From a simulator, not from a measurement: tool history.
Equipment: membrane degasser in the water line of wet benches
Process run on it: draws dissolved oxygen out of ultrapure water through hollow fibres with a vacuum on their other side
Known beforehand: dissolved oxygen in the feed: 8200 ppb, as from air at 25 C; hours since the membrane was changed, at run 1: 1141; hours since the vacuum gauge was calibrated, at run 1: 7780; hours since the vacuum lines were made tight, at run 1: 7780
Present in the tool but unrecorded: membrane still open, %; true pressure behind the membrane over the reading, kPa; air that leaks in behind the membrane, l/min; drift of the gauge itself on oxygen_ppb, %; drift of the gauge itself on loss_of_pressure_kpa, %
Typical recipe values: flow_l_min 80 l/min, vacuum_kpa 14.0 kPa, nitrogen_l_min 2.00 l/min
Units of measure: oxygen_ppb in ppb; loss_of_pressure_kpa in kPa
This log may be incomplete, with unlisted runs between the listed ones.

run     day  flow_l_min  vacuum_kpa  nitrogen_l_min  hours since the membrane was changed  hours since the vacuum gauge was calibrated  hours since the vacuum lines were made tight  oxygen_ppb  loss_of_pressure_kpa
  1   0.000          80        14.0            2.00                                  1141                                         7780                                          7780       864.1                 27.42
  2   5.458          80        14.0            2.00                                  1272                                         7911                                          7911       873.1                 27.78
  3  11.492          80        14.0            2.35                                  1417                                         8056                                          8056       781.3                 27.79
  4  17.200          80        14.0            2.87                                  1554                                         8193                                          8193       673.3                 27.84
     20.371  -- seals of the vacuum lines changed
  5  22.621          80        14.0            2.00                                  1682                                         8321                                            54       874.6                 27.48
  6  25.792          80        14.0            2.00                                  1758                                         8397                                           130       871.1                 27.47
     26.267  -- vacuum gauge calibrated
  7  31.604          80        14.0            2.00                                  1897                                          128                                           269       834.6                 27.77
  8  35.921          80        14.0            2.00                                  2000                                          232                                           373       832.9                 27.65
  9  41.971          80        14.0            2.00                                  2146                                          377                                           518       840.1                 27.64
 10  46.862          81        32.8            2.00                                  2263                                          494                                           635      1961.4                 28.18
 11  52.908          80        20.3            3.89                                  2408                                          639                                           780       767.0                 27.85
 12  58.125          80        20.3            3.89                                  2533                                          765                                           906       766.2                 27.98
 13  61.458          80        20.3            3.89                                  2613                                          845                                           986       763.3                 27.85
 14  66.917          80        18.6            2.94                                  2744                                          976                                          1117       857.9                 27.72
 15  70.229         123        16.6            2.00                                  2824                                         1055                                          1196      1426.8                 42.67
 16  76.196         123        16.6            2.00                                  2967                                         1198                                          1339      1413.6                 42.48
 17  78.829          79        14.0            1.96                                  3030                                         1261                                          1403       838.1                 27.48

Each row is a separate what-if for the run after 17, all from the same tool condition, not one after another. Results?
  A  81.517          71        14.1            4.20                                  3095                                         1326                                          1467           ?                     ?
  B  81.517          80        14.0            5.38                                  3095                                         1326                                          1467           ?                     ?
  C  81.517          59        16.8            2.00                                  3095                                         1326                                          1467           ?                     ?

run  oxygen_ppb  loss_of_pressure_kpa
  A       433.1                 24.57
  B       404.9                 27.81
  C       804.0                 20.37
Without the tool's unlogged condition, the same runs would have read:
run  oxygen_ppb  loss_of_pressure_kpa
  A       427.8                 24.29
  B       399.3                 27.49
  C       797.9                 20.14

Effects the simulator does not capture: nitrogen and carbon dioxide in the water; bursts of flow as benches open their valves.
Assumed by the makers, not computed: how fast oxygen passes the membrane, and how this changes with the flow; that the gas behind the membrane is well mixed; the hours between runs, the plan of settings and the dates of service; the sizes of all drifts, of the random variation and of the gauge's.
